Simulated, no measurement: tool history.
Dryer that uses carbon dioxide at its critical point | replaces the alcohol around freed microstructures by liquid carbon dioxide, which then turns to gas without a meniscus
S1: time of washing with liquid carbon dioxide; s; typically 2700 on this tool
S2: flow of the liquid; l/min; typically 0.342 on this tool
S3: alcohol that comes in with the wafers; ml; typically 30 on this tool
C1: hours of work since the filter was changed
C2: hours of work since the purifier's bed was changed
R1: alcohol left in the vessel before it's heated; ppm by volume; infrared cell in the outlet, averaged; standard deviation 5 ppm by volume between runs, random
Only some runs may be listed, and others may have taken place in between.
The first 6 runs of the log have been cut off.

| run | hour | S1 | S2 | S3 | C1 | C2 | R1 |
|---|---|---|---|---|---|---|---|
| 7 | 83.8 | 2700 | 0.342 | 33 | 190 | 443 | 91 |
| 8 | 102.4 | 2700 | 0.342 | 33 | 204 | 457 | 87 |
| 9 | 116 | 2700 | 0.342 | 30 | 214 | 467 | 94 |
| 10 | 127.5 | 2700 | 0.342 | 25 | 222 | 475 | 83 |
| 11 | 140.3 | 2700 | 0.342 | 30 | 232 | 485 | 84 |
| 12 | 149.6 | 2700 | 0.342 | 30 | 239 | 492 | 97 |
| 13 | 164.3 | 2700 | 0.342 | 30 | 249 | 503 | 100 |
| 14 | 180.9 | 2700 | 0.342 | 30 | 262 | 515 | 96 |
| 15 | 189.8 | 2700 | 0.344 | 30 | 268 | 521 | 102 |
| 16 | 209.6 | 2700 | 0.518 | 30 | 283 | 536 | 48 |
| 17 | 221.4 | 2700 | 0.518 | 30 | 292 | 545 | 64 |
| 18 | 231.6 | 2700 | 0.518 | 30 | 299 | 552 | 61 |
| 19 | 244.9 | 2700 | 0.518 | 30 | 309 | 562 | 57 |
|  | 246.7 | inlet filter changed |
| 20 | 264.3 | 2700 | 0.209 | 30 | 13 | 576 | 292 |

Run 21 has not been measured yet. What should we expect?
| 21 | 274.8 | 2700 | 0.209 | 30 | 21 | 584 | ? |

R1: 298 ppm by volume
With no hidden state in the tool, this same run would have given R1 230 ppm by volume.
